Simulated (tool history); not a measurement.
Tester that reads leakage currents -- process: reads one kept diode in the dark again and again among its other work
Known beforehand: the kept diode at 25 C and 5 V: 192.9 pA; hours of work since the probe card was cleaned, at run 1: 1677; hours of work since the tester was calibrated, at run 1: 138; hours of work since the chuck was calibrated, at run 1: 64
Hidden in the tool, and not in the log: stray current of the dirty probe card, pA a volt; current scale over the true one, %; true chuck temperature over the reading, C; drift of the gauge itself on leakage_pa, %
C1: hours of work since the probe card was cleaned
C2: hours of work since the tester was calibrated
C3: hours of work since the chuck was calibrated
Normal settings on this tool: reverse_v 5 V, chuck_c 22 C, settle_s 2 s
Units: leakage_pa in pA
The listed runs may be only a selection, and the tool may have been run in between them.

{"run": 1, "hour": 0.0, "reverse_v": 5, "chuck_c": 22, "settle_s": 2, "C1": 1677, "C2": 138, "C3": 64, "leakage_pa": 154.57}
{"run": 2, "hour": 52.4, "reverse_v": 5, "chuck_c": 22, "settle_s": 2, "C1": 1719, "C2": 180, "C3": 105, "leakage_pa": 153.83}
{"run": 3, "hour": 96.2, "reverse_v": 5, "chuck_c": 22, "settle_s": 2, "C1": 1754, "C2": 215, "C3": 140, "leakage_pa": 152.24}
{"run": 4, "hour": 146.1, "reverse_v": 5, "chuck_c": 22, "settle_s": 0.79, "C1": 1794, "C2": 254, "C3": 180, "leakage_pa": 151.88}
{"run": 5, "hour": 171.9, "reverse_v": 5, "chuck_c": 26, "settle_s": 2, "C1": 1814, "C2": 275, "C3": 200, "leakage_pa": 213.52}
{"run": 6, "hour": 202.3, "reverse_v": 5, "chuck_c": 23, "settle_s": 2, "C1": 1838, "C2": 299, "C3": 225, "leakage_pa": 164.9}
{"run": 7, "hour": 230.3, "reverse_v": 5, "chuck_c": 22, "settle_s": 2, "C1": 1861, "C2": 321, "C3": 247, "leakage_pa": 149.31}
{"run": 8, "hour": 270.0, "reverse_v": 5, "chuck_c": 55, "settle_s": 2, "C1": 1892, "C2": 353, "C3": 279, "leakage_pa": 2125.18}
{"run": 9, "hour": 305.2, "reverse_v": 19.39, "chuck_c": 49, "settle_s": 2, "C1": 1920, "C2": 381, "C3": 307, "leakage_pa": 2380.03}
{"run": 10, "hour": 357.4, "reverse_v": 14.7, "chuck_c": 55, "settle_s": 0.73, "C1": 1962, "C2": 423, "C3": 348, "leakage_pa": 3321.04}
{"run": 11, "hour": 406.8, "reverse_v": 1.86, "chuck_c": 39, "settle_s": 2, "C1": 2001, "C2": 462, "C3": 388, "leakage_pa": 400.71}
{"run": 12, "hour": 460.3, "reverse_v": 5, "chuck_c": 22, "settle_s": 0.41, "C1": 2044, "C2": 505, "C3": 430, "leakage_pa": 145.85}
{"run": 13, "hour": 492.1, "reverse_v": 5, "chuck_c": 22, "settle_s": 0.41, "C1": 2069, "C2": 530, "C3": 456, "leakage_pa": 144.62}
{"run": 14, "hour": 522.5, "reverse_v": 1.35, "chuck_c": 22, "settle_s": 0.67, "C1": 2093, "C2": 554, "C3": 480, "leakage_pa": 81.01}
{"run": 15, "hour": 561.2, "reverse_v": 13.85, "chuck_c": 26, "settle_s": 0.73, "C1": 2124, "C2": 585, "C3": 511, "leakage_pa": 321.86}
{"run": 16, "hour": 597.7, "reverse_v": 1.37, "chuck_c": 26, "settle_s": 0.42, "C1": 2153, "C2": 614, "C3": 540, "leakage_pa": 114.78}

How would selected steps in leakage_pa from run to run divide? Give the signed amount a tool lacking its hidden state would still show from settings, what came in and random variation, and the signed amount left for the hidden state, including any gauge scatter that is not in both of the compared results.
Run 10 -> 11: reverse_v 14.7 -> 1.86, chuck_c 55 -> 39, settle_s 0.73 -> 2. leakage_pa -2920.33 pA: hidden state +116.05, all else -3036.38.

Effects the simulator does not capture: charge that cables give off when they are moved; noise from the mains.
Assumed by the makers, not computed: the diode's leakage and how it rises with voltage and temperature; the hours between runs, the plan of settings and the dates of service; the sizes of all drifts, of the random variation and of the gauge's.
